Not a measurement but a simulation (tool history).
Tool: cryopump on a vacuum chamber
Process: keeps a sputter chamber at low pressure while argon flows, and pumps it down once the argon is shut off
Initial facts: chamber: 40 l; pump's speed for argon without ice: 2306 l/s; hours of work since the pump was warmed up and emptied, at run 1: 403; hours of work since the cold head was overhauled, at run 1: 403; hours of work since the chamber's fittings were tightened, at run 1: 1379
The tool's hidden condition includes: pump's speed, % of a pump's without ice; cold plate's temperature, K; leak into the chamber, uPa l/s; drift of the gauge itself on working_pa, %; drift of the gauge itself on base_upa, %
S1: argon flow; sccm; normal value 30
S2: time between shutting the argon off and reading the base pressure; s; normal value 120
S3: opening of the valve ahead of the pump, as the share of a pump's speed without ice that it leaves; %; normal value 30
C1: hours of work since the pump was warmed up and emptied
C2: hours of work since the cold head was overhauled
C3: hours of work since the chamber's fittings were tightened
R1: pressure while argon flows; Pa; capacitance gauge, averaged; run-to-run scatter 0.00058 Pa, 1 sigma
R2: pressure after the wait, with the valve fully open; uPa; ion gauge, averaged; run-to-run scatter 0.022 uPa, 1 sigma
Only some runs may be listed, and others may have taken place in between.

{"run": 1, "hour": 0.0, "S1": 30, "S2": 120, "S3": 30, "C1": 403, "C2": 403, "C3": 1379, "R1": 0.0772, "R2": 0.89}
{"run": 2, "hour": 27.8, "S1": 30, "S2": 120, "S3": 30, "C1": 426, "C2": 426, "C3": 1403, "R1": 0.078, "R2": 0.87}
{"run": 3, "hour": 49.8, "S1": 30, "S2": 120, "S3": 30, "C1": 445, "C2": 445, "C3": 1421, "R1": 0.0768, "R2": 0.94}
{"run": 4, "hour": 65.4, "S1": 30, "S2": 120, "S3": 23, "C1": 458, "C2": 458, "C3": 1434, "R1": 0.1, "R2": 0.92}
{"run": 5, "hour": 78.1, "S1": 30, "S2": 120, "S3": 23, "C1": 468, "C2": 468, "C3": 1445, "R1": 0.1011, "R2": 0.9}
{"run": 6, "hour": 98.8, "S1": 30, "S2": 120, "S3": 19, "C1": 486, "C2": 486, "C3": 1462, "R1": 0.1198, "R2": 0.92}
{"run": 7, "hour": 117.3, "S1": 30, "S2": 120, "S3": 19, "C1": 501, "C2": 501, "C3": 1478, "R1": 0.1203, "R2": 0.94}
{"run": 8, "hour": 141.2, "S1": 30, "S2": 120, "S3": 19, "C1": 521, "C2": 521, "C3": 1498, "R1": 0.1225, "R2": 0.94}
{"run": 9, "hour": 160.5, "S1": 30, "S2": 120, "S3": 30, "C1": 538, "C2": 538, "C3": 1514, "R1": 0.0783, "R2": 0.96}
{"run": 10, "hour": 179.0, "S1": 30, "S2": 120, "S3": 30, "C1": 553, "C2": 553, "C3": 1530, "R1": 0.0785, "R2": 0.97}
{"run": 11, "hour": 197.6, "S1": 30, "S2": 120, "S3": 30, "C1": 569, "C2": 569, "C3": 1545, "R1": 0.0799, "R2": 0.99}
{"run": 12, "hour": 216.2, "S1": 30, "S2": 105, "S3": 55, "C1": 584, "C2": 584, "C3": 1561, "R1": 0.0461, "R2": 1.05}
{"run": 13, "hour": 240.9, "S1": 20, "S2": 105, "S3": 26, "C1": 605, "C2": 605, "C3": 1582, "R1": 0.0605, "R2": 1.04}
{"run": 14, "hour": 256.4, "S1": 18, "S2": 120, "S3": 29, "C1": 618, "C2": 618, "C3": 1595, "R1": 0.0494, "R2": 0.99}
{"run": 15, "hour": 276.6, "S1": 50, "S2": 116, "S3": 28, "C1": 635, "C2": 635, "C3": 1612, "R1": 0.1424, "R2": 1.04}
{"run": 16, "hour": 294.3, "S1": 23, "S2": 116, "S3": 25, "C1": 650, "C2": 650, "C3": 1626, "R1": 0.0733, "R2": 0.97}
{"run": 17, "hour": 310.4, "S1": 18, "S2": 120, "S3": 36, "C1": 664, "C2": 664, "C3": 1640, "R1": 0.0408, "R2": 1.03}
{"run": 18, "hour": 334.5, "S1": 30, "S2": 84, "S3": 58, "C1": 684, "C2": 684, "C3": 1660, "R1": 0.0453, "R2": 1.18}
{"run": 19, "hour": 349.5, "S1": 14, "S2": 122, "S3": 54, "C1": 696, "C2": 696, "C3": 1673, "R1": 0.0223, "R2": 1.02}
{"run": 20, "hour": 364.7, "S1": 14, "S2": 122, "S3": 54, "C1": 709, "C2": 709, "C3": 1686, "R1": 0.0219, "R2": 1.06}
{"run": 21, "hour": 380.7, "S1": 30, "S2": 100, "S3": 22, "C1": 723, "C2": 723, "C3": 1699, "R1": 0.109, "R2": 1.15}

Alternative continuations, all from the tool just after run 21; predict every row:
{"run": "A", "hour": 404.5, "S1": 30, "S2": 134, "S3": 30, "C1": 743, "C2": 743, "C3": 1719, "R1": "?", "R2": "?"}
{"run": "B", "hour": 404.5, "S1": 38, "S2": 120, "S3": 33, "C1": 743, "C2": 743, "C3": 1719, "R1": "?", "R2": "?"}
{"run": "C", "hour": 404.5, "S1": 22, "S2": 120, "S3": 30, "C1": 743, "C2": 743, "C3": 1719, "R1": "?", "R2": "?"}
{"run": "D", "hour": 404.5, "S1": 15, "S2": 49, "S3": 52, "C1": 743, "C2": 743, "C3": 1719, "R1": "?", "R2": "?"}

run=A R1=0.0805 R2=1.01
run=B R1=0.0947 R2=1.10
run=C R1=0.0603 R2=1.05
run=D R1=0.0254 R2=1.70
Without the tool's hidden state the same runs would have given:
run=A R1=0.0725 R2=0.50
run=B R1=0.0845 R2=0.57
run=C R1=0.0544 R2=0.53
run=D R1=0.0214 R2=1.16
